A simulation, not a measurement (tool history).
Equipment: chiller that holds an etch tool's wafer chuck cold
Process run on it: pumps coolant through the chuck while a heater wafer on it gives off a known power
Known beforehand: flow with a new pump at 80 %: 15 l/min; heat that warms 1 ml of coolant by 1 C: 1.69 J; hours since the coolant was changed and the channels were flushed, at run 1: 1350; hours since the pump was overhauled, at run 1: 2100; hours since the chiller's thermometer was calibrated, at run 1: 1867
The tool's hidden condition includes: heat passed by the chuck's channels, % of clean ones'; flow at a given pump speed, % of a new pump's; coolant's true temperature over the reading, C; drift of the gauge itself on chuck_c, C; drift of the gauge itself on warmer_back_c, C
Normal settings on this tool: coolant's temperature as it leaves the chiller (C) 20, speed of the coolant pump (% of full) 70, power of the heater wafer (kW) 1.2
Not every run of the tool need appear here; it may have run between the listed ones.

run   hour  coolant's temperature as it leaves the chiller (C)  speed of the coolant pump (% of full)  power of the heater wafer (kW)  hours since the coolant was changed and the channels were flushed  hours since the pump was overhauled  hours since the chiller's thermometer was calibrated  chuck's temperature once it has settled (C)  how much warmer the coolant comes back (C)
  1      0                                                  20                                     70                             1.2                                                               1350                                 2100                                                  1867                                        29.61                                        3.35
  2   40.6                                                  20                                     70                             1.2                                                               1391                                 2140                                                  1908                                        29.58                                        3.31
  3  110.6                                                  20                                     70                             1.2                                                               1461                                 2210                                                  1978                                        29.61                                        3.36
  4  190.7                                                  13                                     70                             1.2                                                               1541                                 2290                                                  2058                                        22.66                                        3.39
  5  226.6                                                  20                                     70                             1.2                                                               1577                                 2326                                                  2094                                        29.75                                         3.4
  6  288.9                                                  20                                     70                             1.2                                                               1639                                 2389                                                  2156                                        29.64                                        3.35
  7    356                                                  20                                     70                           0.677                                                               1706                                 2456                                                  2223                                        25.44                                        1.85
     361.9  -- chiller's thermometer calibrated
  8  420.5                                                  20                                     70                           0.762                                                               1770                                 2519                                                    59                                        26.12                                        2.15
  9  477.3                                                  26                                     65                           0.762                                                               1826                                 2576                                                   115                                        32.36                                        2.31
 10  557.7                                                  19                                     70                           0.875                                                               1907                                 2656                                                   196                                        26.07                                        2.49
     566.2  -- chiller's thermometer calibrated, once more
 11  635.1                                                  19                                     70                           0.875                                                               1983                                 2733                                                    69                                        26.13                                        2.48
 12    677                                                  22                                     70                           1.265                                                               2025                                 2775                                                   111                                        32.21                                        3.55
 13  754.3                                                  19                                     82                           1.778                                                               2102                                 2852                                                   188                                        31.91                                        4.21
 14  800.3                                                  10                                     77                           0.609                                                               2148                                 2898                                                   234                                        14.55                                        1.57
 15  866.3                                                  14                                     77                           1.193                                                               2214                                 2964                                                   300                                         23.2                                        3.04

Predict each of these 5 candidate next runs independently; none follows another, all start after run 15:
  A  906.7                                                  14                                     62                           1.213                                                               2255                                 3004                                                   340                                            ?                                           ?
  B  906.7                                                  14                                     69                            1.36                                                               2255                                 3004                                                   340                                            ?                                           ?
  C  906.7                                                  14                                     77                           0.789                                                               2255                                 3004                                                   340                                            ?                                           ?
  D  906.7                                                  25                                     95                           1.193                                                               2255                                 3004                                                   340                                            ?                                           ?
  E  906.7                                                  13                                     85                           0.755                                                               2255                                 3004                                                   340                                            ?                                           ?

run  chuck's temperature once it has settled (C)  how much warmer the coolant comes back (C)
  A                                        24.74                                        3.89
  B                                        25.25                                        3.92
  C                                        19.99                                        2.04
  D                                        32.73                                        2.44
  E                                        18.46                                        1.76
Take away the tool's hidden state, keep each run's random variation, and the runs would have read:
run  chuck's temperature once it has settled (C)  how much warmer the coolant comes back (C)
  A                                        24.28                                        3.76
  B                                        24.77                                         3.8
  C                                        19.77                                        1.97
  D                                        32.42                                        2.36
  E                                        18.27                                        1.71

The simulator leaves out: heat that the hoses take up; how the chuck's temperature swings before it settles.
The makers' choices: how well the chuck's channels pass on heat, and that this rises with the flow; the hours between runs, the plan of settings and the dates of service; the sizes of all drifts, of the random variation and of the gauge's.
